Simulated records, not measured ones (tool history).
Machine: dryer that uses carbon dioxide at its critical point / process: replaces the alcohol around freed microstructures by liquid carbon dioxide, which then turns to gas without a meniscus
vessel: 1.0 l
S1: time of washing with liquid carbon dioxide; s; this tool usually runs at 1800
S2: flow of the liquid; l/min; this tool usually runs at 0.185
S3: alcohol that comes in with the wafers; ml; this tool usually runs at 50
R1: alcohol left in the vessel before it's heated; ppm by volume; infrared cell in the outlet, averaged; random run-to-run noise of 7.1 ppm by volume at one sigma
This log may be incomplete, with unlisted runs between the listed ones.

Run 1, hour 0: usual settings. Result: R1 484 ppm by volume.
Run 2, hour 39.7: usual settings but S1 1140 s. Result: R1 2410 ppm by volume.
Run 3, hour 66.2: usual settings but S1 1140 s. Result: R1 2445 ppm by volume.
Run 4, hour 106: usual settings but S1 1140 s. Result: R1 2481 ppm by volume.
Run 5, hour 149.4: usual settings but S1 1140 s. Result: R1 2560 ppm by volume.
Run 6, hour 185: usual settings but S1 1140 s. Result: R1 2552 ppm by volume.
Run 7, hour 208.7: usual settings. Result: R1 546 ppm by volume.
Run 8, hour 247.5: usual settings. Result: R1 549 ppm by volume.
Run 9, hour 274.7: usual settings. Result: R1 532 ppm by volume.
Run 10, hour 297.1: usual settings but S1 2280 s, S2 0.238 l/min, S3 105 ml. Result: R1 152 ppm by volume.

Run 11, settings as shown, results not yet in. Your forecast:
Run 11, hour 316.4: usual settings but S1 1980 s, S2 0.126 l/min, S3 74 ml. Result: R1 ?.

R1: 2466 ppm by volume
Take away the tool's hidden state, keep the run-to-run variation as it was, and the same run would have given R1 1890 ppm by volume.
